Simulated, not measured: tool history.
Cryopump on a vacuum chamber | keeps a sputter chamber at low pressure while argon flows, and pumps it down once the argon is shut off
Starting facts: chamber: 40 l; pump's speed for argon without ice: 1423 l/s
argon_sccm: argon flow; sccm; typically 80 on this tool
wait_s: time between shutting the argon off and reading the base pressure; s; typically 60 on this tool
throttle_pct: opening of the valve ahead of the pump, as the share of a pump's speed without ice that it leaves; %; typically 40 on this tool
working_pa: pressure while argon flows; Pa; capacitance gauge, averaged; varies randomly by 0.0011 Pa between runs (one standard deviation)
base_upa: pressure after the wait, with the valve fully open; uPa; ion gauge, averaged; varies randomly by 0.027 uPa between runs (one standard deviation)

run   hour  argon_sccm  wait_s  throttle_pct  working_pa  base_upa
  1    0.0          80      60            40      0.2548      2.03
  2   53.2          80      60            40      0.2569      2.14
  3  106.1          52      60            40      0.1664      2.16
  4  179.3          52      60            40      0.1712      2.23
  5  255.6          52      60            40      0.1723      2.43
  6  297.8          52      60            18      0.3614      2.33
  7  366.0          52      60            18      0.3633      2.44
  8  422.8          80      60            40      0.2717      2.58
  9  486.5          80      60            40      0.2757      2.66
 10  568.8          80      60            40      0.2780      2.70
 11  634.4          80     261            20      0.5156      2.13

Run 12 has not been measured yet. What should we expect?
 12  672.5          89     261            22           ?         ?

{"run 12": {"working_pa": 0.5331, "base_upa": 2.17}}
Were there no unlogged condition in the tool, this run, its random variation unchanged, would have produced working_pa 0.4823 Pa, base_upa 0.43 uPa.
